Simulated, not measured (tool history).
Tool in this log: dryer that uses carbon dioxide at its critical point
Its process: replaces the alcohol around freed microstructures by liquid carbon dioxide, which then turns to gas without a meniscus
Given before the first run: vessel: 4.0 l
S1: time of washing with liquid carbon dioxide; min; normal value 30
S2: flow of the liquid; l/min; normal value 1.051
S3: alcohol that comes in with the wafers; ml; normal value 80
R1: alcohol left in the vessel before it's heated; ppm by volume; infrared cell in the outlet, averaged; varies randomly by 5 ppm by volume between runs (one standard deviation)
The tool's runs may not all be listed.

Run 1, day 0.000: usual settings. Result: R1 194 ppm by volume.
Run 2, day 0.971: usual settings but S2 0.760 l/min. Result: R1 305 ppm by volume.
Run 3, day 1.696: usual settings but S2 0.760 l/min. Result: R1 329 ppm by volume.
Run 4, day 2.908: usual settings. Result: R1 214 ppm by volume.
Run 5, day 4.175: usual settings. Result: R1 228 ppm by volume.
Run 6, day 4.746: usual settings. Result: R1 234 ppm by volume.
Run 7, day 5.575: usual settings. Result: R1 219 ppm by volume.
At day 6.333: inlet filter changed.
Run 8, day 6.438: usual settings. Result: R1 212 ppm by volume.
Run 9, day 7.279: usual settings. Result: R1 225 ppm by volume.
Run 10, day 8.388: usual settings. Result: R1 228 ppm by volume.
Run 11, day 9.521: usual settings. Result: R1 230 ppm by volume.
Run 12, day 10.600: usual settings. Result: R1 240 ppm by volume.
Run 13, day 11.629: usual settings but S2 1.340 l/min. Result: R1 228 ppm by volume.
Run 14, day 12.871: usual settings but S2 1.340 l/min. Result: R1 237 ppm by volume.
Run 15, day 13.388: usual settings but S2 1.340 l/min. Result: R1 245 ppm by volume.
Run 16, day 14.279: usual settings but S2 1.340 l/min. Result: R1 235 ppm by volume.
Run 17, day 15.004: usual settings but S2 1.340 l/min. Result: R1 238 ppm by volume.
Run 18, day 15.971: usual settings but S2 1.270 l/min. Result: R1 239 ppm by volume.
Run 19, day 16.754: usual settings but S2 0.860 l/min. Result: R1 344 ppm by volume.
At day 17.996: purifier's bed changed.
Run 20, day 18.017: usual settings but S2 0.860 l/min. Result: R1 86 ppm by volume.
Run 21, day 19.025: usual settings but S3 63 ml. Result: R1 31 ppm by volume.
At day 19.725: inlet filter changed.
Run 22, day 20.033: usual settings but S3 108 ml. Result: R1 32 ppm by volume.
Run 23, day 21.129: usual settings but S1 33 min, S2 1.120 l/min, S3 41 ml. Result: R1 16 ppm by volume.
Run 24, day 21.738: usual settings but S2 1.120 l/min, S3 33 ml. Result: R1 23 ppm by volume.
Run 25, day 22.933: usual settings but S2 1.120 l/min, S3 33 ml. Result: R1 36 ppm by volume.
Run 26, day 23.996: usual settings but S1 41 min, S2 0.710 l/min, S3 33 ml. Result: R1 46 ppm by volume.
Run 27, day 24.638: usual settings but S1 19 min. Result: R1 261 ppm by volume.
Run 28, day 25.512: usual settings but S1 41 min, S2 0.710 l/min, S3 34 ml. Result: R1 50 ppm by volume.
Run 29, day 26.308: usual settings but S1 23 min, S2 1.560 l/min, S3 34 ml. Result: R1 45 ppm by volume.
Run 30, day 27.317: usual settings but S2 1.360 l/min. Result: R1 53 ppm by volume.
Run 31, day 27.867: usual settings but S1 36 min, S2 1.010 l/min, S3 85 ml. Result: R1 54 ppm by volume.
Run 32, day 28.808: usual settings but S1 35 min. Result: R1 66 ppm by volume.
Run 33, day 29.421: usual settings but S1 35 min, S2 0.720 l/min, S3 95 ml. Result: R1 163 ppm by volume.
Run 34, day 30.550: usual settings but S1 22 min, S2 1.090 l/min, S3 24 ml. Result: R1 91 ppm by volume.
Run 35, day 31.775: usual settings but S1 22 min, S2 1.090 l/min, S3 24 ml. Result: R1 106 ppm by volume.
Run 36, day 32.783: usual settings but S2 0.910 l/min. Result: R1 133 ppm by volume.
At day 32.988: inlet filter changed.
Run 37, day 33.592: usual settings but S1 35 min, S2 0.770 l/min. Result: R1 104 ppm by volume.
Run 38, day 34.542: usual settings but S1 25 min, S2 0.770 l/min, S3 23 ml. Result: R1 141 ppm by volume.
Run 39, day 35.112: usual settings but S1 25 min, S2 0.770 l/min, S3 23 ml. Result: R1 149 ppm by volume.
Run 40, day 35.738: usual settings but S1 23 min, S3 114 ml. Result: R1 183 ppm by volume.
Run 41, day 36.679: usual settings but S2 1.660 l/min. Result: R1 90 ppm by volume.
Run 42, day 37.550: usual settings but S1 38 min, S2 1.030 l/min. Result: R1 94 ppm by volume.
Run 43, day 38.100: usual settings but S1 29 min, S2 0.990 l/min. Result: R1 123 ppm by volume.
Run 44, day 39.104: usual settings but S1 29 min, S2 0.990 l/min, S3 33 ml. Result: R1 116 ppm by volume.

Below, each run's measurement less what the same run would have read without the hidden state. Both values contain the same run-to-run variation, but the gauge's scatter may not be the same in both:
The hidden state here: flow that reaches the vessel past the clogged filter, %; alcohol in the recycled carbon dioxide, ppm; drift of the gauge itself on alcohol_ppm, %.
run    R1
  1  +175
  2  +210
  3  +226
  4  +192
  5  +204
  6  +204
  7  +209
  8  +201
  9  +212
 10  +213
 11  +217
 12  +222
 13  +221
 14  +227
 15  +234
 16  +235
 17  +238
 18  +239
 19  +282
 20   +40
 21   +17
 22   +11
 23   +14
 24   +17
 25   +22
 26   +29
 27   +77
 28   +37
 29   +38
 30   +43
 31   +47
 32   +52
 33   +94
 34   +70
 35   +76
 36   +99
 37   +69
 38   +75
 39   +82
 40   +89
 41   +82
 42   +85
 43   +96
 44   +95

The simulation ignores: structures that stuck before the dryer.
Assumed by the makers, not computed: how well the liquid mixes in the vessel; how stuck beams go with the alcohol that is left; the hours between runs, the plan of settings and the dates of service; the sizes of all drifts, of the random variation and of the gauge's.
